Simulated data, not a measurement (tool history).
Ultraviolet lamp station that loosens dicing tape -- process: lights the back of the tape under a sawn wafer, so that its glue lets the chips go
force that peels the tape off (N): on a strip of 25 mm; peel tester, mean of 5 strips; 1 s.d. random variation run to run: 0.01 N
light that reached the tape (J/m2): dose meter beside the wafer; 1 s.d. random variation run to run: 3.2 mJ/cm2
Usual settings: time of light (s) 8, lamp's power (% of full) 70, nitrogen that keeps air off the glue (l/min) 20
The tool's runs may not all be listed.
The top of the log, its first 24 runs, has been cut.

run	hour	time of light (s)	lamp's power (% of full)	nitrogen that keeps air off the glue (l/min)	hours of work of the lamp	hours of work since the window was cleaned	force that peels the tape off (N)	light that reached the tape (J/m2)
25	1443.3	12	61	19	529	228	0.390	5320
26	1488.3	4	66	36	556	255	2.210	1860
27	1526.7	4	72	8	579	278	4.175	2010
28	1607.3	4	72	8	627	326	4.216	1950
# hour 1640.3: window cleaned of glue's vapour
29	1677.1	4	72	8	668	22	3.668	2210
30	1746.3	9	72	20	710	64	0.437	4950
31	1795.6	12	65	32	739	93	0.206	5800
32	1878.3	10	64	16	789	143	0.595	4630
33	1940.2	5	64	10	826	180	3.321	2270
34	1981.8	13	70	20	851	205	0.253	6270
35	2042.0	7	70	12	887	241	1.616	3320
36	2103.6	7	70	12	924	278	1.733	3210
37	2141.8	13	60	17	947	301	0.491	5010
# hour 2213.9: window cleaned of glue's vapour
38	2223.0	5	70	17	995	5	2.004	2640
39	2268.1	12	61	8	1022	32	0.871	5450
40	2320.6	12	87	37	1054	64	0.155	7550
41	2404.7	13	68	29	1104	114	0.203	6200
42	2487.7	13	68	29	1154	164	0.214	5900

3 ways to go on from here, each from the tool as it stands after run 42. What would each give?
A	2530.1	8	66	11	1179	190	?	?
B	2530.1	15	75	6	1179	190	?	?
C	2530.1	13	77	29	1179	190	?	?

run	force that peels the tape off (N)	light that reached the tape (J/m2)
A	1.675	3480
B	0.520	7440
C	0.190	6650
Had the tool no hidden state, the same runs would have come out as:
run	force that peels the tape off (N)	light that reached the tape (J/m2)
A	0.954	4600
B	0.273	9810
C	0.155	8760
